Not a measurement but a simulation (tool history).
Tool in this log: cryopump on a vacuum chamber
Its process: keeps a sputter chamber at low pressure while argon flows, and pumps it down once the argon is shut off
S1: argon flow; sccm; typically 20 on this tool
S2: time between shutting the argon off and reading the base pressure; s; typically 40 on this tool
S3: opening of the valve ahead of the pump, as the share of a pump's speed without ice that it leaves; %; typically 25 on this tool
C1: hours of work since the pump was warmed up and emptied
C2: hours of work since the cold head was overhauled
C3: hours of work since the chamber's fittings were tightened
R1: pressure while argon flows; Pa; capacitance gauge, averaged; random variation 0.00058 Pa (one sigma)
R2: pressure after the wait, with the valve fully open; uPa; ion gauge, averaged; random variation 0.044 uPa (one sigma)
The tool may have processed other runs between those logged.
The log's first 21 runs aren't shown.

{"run": 22, "hour": 1084.5, "S1": 12, "S2": 124, "S3": 53, "C1": 371, "C2": 1896, "C3": 729, "R1": 0.0274, "R2": 1.85}
{"run": 23, "hour": 1153.6, "S1": 12, "S2": 103, "S3": 53, "C1": 408, "C2": 1933, "C3": 766, "R1": 0.0279, "R2": 2.02}
{"run": 24, "hour": 1219.0, "S1": 29, "S2": 263, "S3": 37, "C1": 443, "C2": 1968, "C3": 801, "R1": 0.0935, "R2": 1.48}
{"run": 25, "hour": 1258.1, "S1": 29, "S2": 219, "S3": 27, "C1": 464, "C2": 1989, "C3": 822, "R1": 0.1264, "R2": 1.66}
{"run": 26, "hour": 1295.2, "S1": 13, "S2": 23, "S3": 16, "C1": 484, "C2": 2009, "C3": 842, "R1": 0.0946, "R2": 5.42}
{"run": 27, "hour": 1351.2, "S1": 14, "S2": 36, "S3": 31, "C1": 514, "C2": 2039, "C3": 872, "R1": 0.0547, "R2": 3.88}
{"run": 28, "hour": 1392.1, "S1": 14, "S2": 36, "S3": 31, "C1": 536, "C2": 2061, "C3": 894, "R1": 0.0542, "R2": 4.04}
{"run": 29, "hour": 1461.1, "S1": 14, "S2": 36, "S3": 31, "C1": 573, "C2": 2098, "C3": 932, "R1": 0.0547, "R2": 4.1}
{"run": 30, "hour": 1496.8, "S1": 14, "S2": 36, "S3": 15, "C1": 592, "C2": 2118, "C3": 951, "R1": 0.1081, "R2": 4.05}
{"run": 31, "hour": 1534.7, "S1": 14, "S2": 36, "S3": 15, "C1": 613, "C2": 2138, "C3": 971, "R1": 0.1092, "R2": 4.11}
{"run": 32, "hour": 1588.9, "S1": 14, "S2": 36, "S3": 15, "C1": 642, "C2": 2167, "C3": 1000, "R1": 0.1107, "R2": 4.27}
{"run": 33, "hour": 1636.3, "S1": 8, "S2": 36, "S3": 47, "C1": 667, "C2": 2193, "C3": 1026, "R1": 0.0222, "R2": 4.22}

Predict each of these 4 candidate next runs independently; none follows another, all start after run 33:
{"hour": 1643.2, "done": "leaking fittings of the chamber tightened, without venting"}
{"run": "A", "hour": 1675.7, "S1": 20, "S2": 183, "S3": 15, "C1": 688, "C2": 2213, "C3": 17, "R1": "?", "R2": "?"}
{"hour": 1643.2, "done": "leaking fittings of the chamber tightened, without venting"}
{"run": "B", "hour": 1675.7, "S1": 20, "S2": 37, "S3": 25, "C1": 688, "C2": 2213, "C3": 17, "R1": "?", "R2": "?"}
{"hour": 1643.2, "done": "leaking fittings of the chamber tightened, without venting"}
{"run": "C", "hour": 1675.7, "S1": 27, "S2": 42, "S3": 25, "C1": 688, "C2": 2213, "C3": 17, "R1": "?", "R2": "?"}
{"hour": 1643.2, "done": "leaking fittings of the chamber tightened, without venting"}
{"run": "D", "hour": 1675.7, "S1": 20, "S2": 40, "S3": 32, "C1": 688, "C2": 2213, "C3": 17, "R1": "?", "R2": "?"}

run=A R1=0.1555 R2=0.82
run=B R1=0.0977 R2=2.87
run=C R1=0.1309 R2=2.56
run=D R1=0.077 R2=2.66
With the hidden condition removed and each run's random variation left untouched, the same runs would have given:
run=A R1=0.149 R2=0.74
run=B R1=0.0911 R2=2.79
run=C R1=0.1221 R2=2.48
run=D R1=0.0705 R2=2.58
